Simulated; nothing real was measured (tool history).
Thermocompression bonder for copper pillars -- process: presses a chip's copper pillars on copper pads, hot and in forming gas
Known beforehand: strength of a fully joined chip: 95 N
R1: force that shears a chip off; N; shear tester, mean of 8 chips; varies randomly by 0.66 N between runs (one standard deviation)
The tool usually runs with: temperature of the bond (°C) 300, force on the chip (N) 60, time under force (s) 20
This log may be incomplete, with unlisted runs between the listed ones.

run 1 hour=0 | temperature_of_the_bond_(°C)=300 force_on_the_chip_(N)=60 time_under_force_(s)=20 | R1=45.6
run 2 hour=66.7 | temperature_of_the_bond_(°C)=300 force_on_the_chip_(N)=60 time_under_force_(s)=20 | R1=45.6
run 3 hour=133 | temperature_of_the_bond_(°C)=300 force_on_the_chip_(N)=60 time_under_force_(s)=20 | R1=44.1
-- hour=143 force cell calibrated
-- hour=143.5 forming gas filter changed
run 4 hour=229.8 | temperature_of_the_bond_(°C)=300 force_on_the_chip_(N)=60 time_under_force_(s)=20 | R1=43.3
run 5 hour=287.6 | temperature_of_the_bond_(°C)=300 force_on_the_chip_(N)=60 time_under_force_(s)=20 | R1=43.3
run 6 hour=384 | temperature_of_the_bond_(°C)=300 force_on_the_chip_(N)=60 time_under_force_(s)=20 | R1=43.5
run 7 hour=429.2 | temperature_of_the_bond_(°C)=295 force_on_the_chip_(N)=60 time_under_force_(s)=20 | R1=39.4
-- hour=464.6 forming gas filter changed
run 8 hour=486.4 | temperature_of_the_bond_(°C)=303 force_on_the_chip_(N)=60 time_under_force_(s)=20 | R1=46.1
run 9 hour=542.8 | temperature_of_the_bond_(°C)=298 force_on_the_chip_(N)=55 time_under_force_(s)=20 | R1=38
run 10 hour=607.3 | temperature_of_the_bond_(°C)=288 force_on_the_chip_(N)=53 time_under_force_(s)=14 | R1=26.7
run 11 hour=662 | temperature_of_the_bond_(°C)=300 force_on_the_chip_(N)=78 time_under_force_(s)=20 | R1=55.4

Alternative continuations, all from the tool just after run 11; predict every row:
run A hour=744.5 | temperature_of_the_bond_(°C)=301 force_on_the_chip_(N)=60 time_under_force_(s)=20 | R1=?
run B hour=744.5 | temperature_of_the_bond_(°C)=300 force_on_the_chip_(N)=78 time_under_force_(s)=48 | R1=?
run C hour=744.5 | temperature_of_the_bond_(°C)=300 force_on_the_chip_(N)=60 time_under_force_(s)=25 | R1=?
run D hour=744.5 | temperature_of_the_bond_(°C)=272 force_on_the_chip_(N)=66 time_under_force_(s)=13 | R1=?

run=A R1=42.7
run=B R1=69.8
run=C R1=45.5
run=D R1=25.7
What these runs would have given with no unlogged condition in the tool:
run=A R1=46.9
run=B R1=74.6
run=C R1=49.7
run=D R1=28.9
